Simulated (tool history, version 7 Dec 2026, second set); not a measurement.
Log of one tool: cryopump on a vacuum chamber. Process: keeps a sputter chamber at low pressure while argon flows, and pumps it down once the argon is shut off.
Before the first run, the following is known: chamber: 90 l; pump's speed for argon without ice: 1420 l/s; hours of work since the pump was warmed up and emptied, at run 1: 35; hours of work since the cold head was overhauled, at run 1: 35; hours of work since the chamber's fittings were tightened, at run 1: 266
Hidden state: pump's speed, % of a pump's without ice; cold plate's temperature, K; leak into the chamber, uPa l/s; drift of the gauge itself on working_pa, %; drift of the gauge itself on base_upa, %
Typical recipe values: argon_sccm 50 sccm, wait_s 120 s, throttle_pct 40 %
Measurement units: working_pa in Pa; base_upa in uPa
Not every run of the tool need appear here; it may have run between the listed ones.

| run | hour | argon_sccm | wait_s | throttle_pct | hours of work since the pump was warmed up and emptied | hours of work since the cold head was overhauled | hours of work since the chamber's fittings were tightened | working_pa | base_upa |
|---|---|---|---|---|---|---|---|---|---|
| 1 | 0.0 | 50 | 120 | 40 | 35 | 35 | 266 | 0.1516 | 1.18 |
| 2 | 17.2 | 50 | 120 | 40 | 48 | 48 | 278 | 0.1510 | 1.23 |
| 3 | 29.4 | 50 | 120 | 40 | 56 | 56 | 287 | 0.1487 | 1.27 |
| 4 | 44.2 | 50 | 52 | 40 | 67 | 67 | 298 | 0.1496 | 2.15 |
| 5 | 54.1 | 50 | 52 | 40 | 74 | 74 | 305 | 0.1516 | 2.22 |
| 6 | 71.4 | 50 | 52 | 40 | 87 | 87 | 317 | 0.1498 | 2.18 |
| 7 | 85.6 | 50 | 52 | 40 | 97 | 97 | 328 | 0.1517 | 2.18 |
| 8 | 97.4 | 50 | 52 | 40 | 106 | 106 | 336 | 0.1516 | 2.19 |
| 9 | 114.7 | 50 | 120 | 38 | 118 | 118 | 349 | 0.1607 | 1.28 |
| 10 | 127.6 | 20 | 120 | 40 | 128 | 128 | 358 | 0.0611 | 1.31 |
| 11 | 142.0 | 50 | 120 | 44 | 138 | 138 | 369 | 0.1376 | 1.31 |
| 12 | 155.6 | 50 | 120 | 44 | 148 | 148 | 378 | 0.1394 | 1.38 |
| 13 | 172.1 | 50 | 120 | 44 | 160 | 160 | 390 | 0.1408 | 1.33 |
| 14 | 183.8 | 50 | 120 | 44 | 168 | 168 | 399 | 0.1388 | 1.38 |
| 15 | 198.8 | 50 | 120 | 44 | 179 | 179 | 410 | 0.1404 | 1.31 |
| 16 | 218.5 | 50 | 120 | 47 | 194 | 194 | 424 | 0.1308 | 1.41 |
| 17 | 231.4 | 20 | 120 | 47 | 203 | 203 | 433 | 0.0534 | 1.40 |
| 18 | 240.5 | 24 | 53 | 19 | 210 | 210 | 440 | 0.1536 | 2.36 |
| 19 | 258.8 | 29 | 130 | 19 | 223 | 223 | 453 | 0.1848 | 1.41 |
| 20 | 267.2 | 29 | 89 | 33 | 229 | 229 | 459 | 0.1085 | 1.70 |
| 21 | 276.1 | 68 | 89 | 41 | 235 | 235 | 466 | 0.2042 | 1.66 |
| 22 | 294.1 | 55 | 89 | 46 | 248 | 248 | 479 | 0.1490 | 1.71 |
| 23 | 307.8 | 50 | 147 | 33 | 258 | 258 | 489 | 0.1861 | 1.38 |
| 24 | 316.7 | 50 | 147 | 33 | 265 | 265 | 495 | 0.1883 | 1.33 |
| 25 | 333.3 | 50 | 120 | 22 | 277 | 277 | 507 | 0.2764 | 1.50 |
| 26 | 342.0 | 28 | 175 | 18 | 283 | 283 | 514 | 0.1907 | 1.32 |
| 27 | 361.3 | 26 | 31 | 20 | 297 | 297 | 528 | 0.1578 | 3.54 |
| 28 | 375.0 | 50 | 28 | 18 | 307 | 307 | 538 | 0.3369 | 3.81 |
| 29 | 383.5 | 24 | 120 | 21 | 313 | 313 | 544 | 0.1382 | 1.61 |
| 30 | 394.6 | 24 | 120 | 21 | 321 | 321 | 552 | 0.1394 | 1.62 |
| 31 | 410.8 | 24 | 120 | 21 | 333 | 333 | 563 | 0.1412 | 1.59 |
| 32 | 426.8 | 50 | 120 | 20 | 344 | 344 | 575 | 0.3067 | 1.61 |
| 33 | 445.9 | 50 | 120 | 20 | 358 | 358 | 589 | 0.3055 | 1.57 |

Forecast each of these 3 alternatives for the next run:
| A | 459.1 | 41 | 64 | 20 | 368 | 368 | 598 | ? | ? |
| B | 459.1 | 50 | 206 | 22 | 368 | 368 | 598 | ? | ? |
| C | 459.1 | 50 | 120 | 17 | 368 | 368 | 598 | ? | ? |

| run | working_pa | base_upa |
|---|---|---|
| A | 0.2502 | 2.25 |
| B | 0.2793 | 1.30 |
| C | 0.3599 | 1.63 |
With no hidden state in the tool, these same runs would have given:
| run | working_pa | base_upa |
|---|---|---|
| A | 0.2426 | 1.53 |
| B | 0.2700 | 0.58 |
| C | 0.3506 | 0.90 |

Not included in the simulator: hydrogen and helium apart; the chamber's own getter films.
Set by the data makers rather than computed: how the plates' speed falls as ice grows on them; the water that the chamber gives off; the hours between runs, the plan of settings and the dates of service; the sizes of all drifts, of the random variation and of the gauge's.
